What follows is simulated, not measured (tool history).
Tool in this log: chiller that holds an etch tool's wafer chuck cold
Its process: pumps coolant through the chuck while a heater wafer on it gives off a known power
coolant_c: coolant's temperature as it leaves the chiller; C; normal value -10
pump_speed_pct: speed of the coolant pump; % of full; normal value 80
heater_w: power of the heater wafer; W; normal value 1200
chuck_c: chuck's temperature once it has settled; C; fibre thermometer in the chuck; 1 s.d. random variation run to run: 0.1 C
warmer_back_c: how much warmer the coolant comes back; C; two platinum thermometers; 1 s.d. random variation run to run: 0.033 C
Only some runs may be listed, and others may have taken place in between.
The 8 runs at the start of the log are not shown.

run    hour  coolant_c  pump_speed_pct  heater_w  hours since the coolant was changed and the channels were flushed  hours since the pump was overhauled  hours since the chiller's thermometer was calibrated  chuck_c  warmer_back_c
  9   590.9        -10              80      1200                                                               5187                                 2001                                                   258      4.5           4.88
 10   654.7        -10              80      1200                                                               5251                                 2065                                                   322      4.6           4.82
 11   763.5        -10              80      1200                                                               5360                                 2173                                                   431      4.7           4.87
 12   824.6        -10              80      1200                                                               5421                                 2234                                                   492      4.5           4.81
 13   901.3        -10              80      1200                                                               5498                                 2311                                                   569      4.6           4.87
 14  1008.7        -10              80      1200                                                               5605                                 2419                                                   676      4.7           4.88
 15  1111.5         -8              80      1200                                                               5708                                 2521                                                   779      6.6           4.87
 16  1185.7         -8              80      1200                                                               5782                                 2596                                                   853      6.6           4.85
       1198  -- coolant changed, channels flushed
 17  1293.2        -20              89       632                                                                 95                                 2697                                                   955      -13           2.32
 18  1353.3         -3              93       632                                                                155                                 2757                                                  1015      3.8           2.15
 19  1443.4         -1              80       922                                                                245                                 2847                                                  1105     10.4           3.75
 20  1536.1        -10              78      1113                                                                338                                 2940                                                  1198      3.7           4.63
 21  1588.6        -10              68       966                                                                391                                 2992                                                  1250      3.2           4.62

Expected results for the next run?
 22  1669.7        -10              68       966                                                                472                                 3074                                                  1331        ?              ?

For run 22 the tool returned chuck_c 3.2 C, warmer_back_c 4.62 C.
With no hidden state in the tool, this same run would have given chuck_c 3.2 C, warmer_back_c 4.62 C.
